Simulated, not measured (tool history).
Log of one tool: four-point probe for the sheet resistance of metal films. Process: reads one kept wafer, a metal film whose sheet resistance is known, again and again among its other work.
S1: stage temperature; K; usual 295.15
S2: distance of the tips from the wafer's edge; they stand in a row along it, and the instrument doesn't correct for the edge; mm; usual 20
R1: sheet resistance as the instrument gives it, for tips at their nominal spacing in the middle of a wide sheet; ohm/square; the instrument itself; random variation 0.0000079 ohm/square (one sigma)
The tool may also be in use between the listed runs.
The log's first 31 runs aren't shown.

{"run": 32, "day": 18.679, "S1": 296.15, "S2": 9, "R1": 0.039395}
{"run": 33, "day": 19.396, "S1": 306.15, "S2": 8, "R1": 0.039563}
{"run": 34, "day": 20.167, "S1": 306.15, "S2": 8, "R1": 0.039581}
{"run": 35, "day": 20.704, "S1": 306.15, "S2": 9, "R1": 0.039538}
{"run": 36, "day": 21.1, "S1": 302.15, "S2": 35, "R1": 0.039431}
{"run": 37, "day": 21.504, "S1": 302.15, "S2": 35, "R1": 0.039399}
{"run": 38, "day": 22.271, "S1": 296.15, "S2": 67, "R1": 0.039319}
{"run": 39, "day": 22.933, "S1": 296.15, "S2": 31, "R1": 0.039306}
{"run": 40, "day": 23.308, "S1": 305.15, "S2": 55, "R1": 0.039453}
{"run": 41, "day": 23.825, "S1": 305.15, "S2": 55, "R1": 0.039446}

Forecast each of these 4 alternatives for the next run:
{"run": "A", "day": 24.45, "S1": 291.15, "S2": 11, "R1": "?"}
{"run": "B", "day": 24.45, "S1": 291.15, "S2": 11, "R1": "?"}
{"run": "C", "day": 24.45, "S1": 295.15, "S2": 20, "R1": "?"}
{"run": "D", "day": 24.45, "S1": 298.15, "S2": 49, "R1": "?"}

run=A R1=0.039247
run=B R1=0.039243
run=C R1=0.039277
run=D R1=0.039319
Without the tool's hidden state the same runs would have given:
run=A R1=0.039557
run=B R1=0.039553
run=C R1=0.039587
run=D R1=0.039629

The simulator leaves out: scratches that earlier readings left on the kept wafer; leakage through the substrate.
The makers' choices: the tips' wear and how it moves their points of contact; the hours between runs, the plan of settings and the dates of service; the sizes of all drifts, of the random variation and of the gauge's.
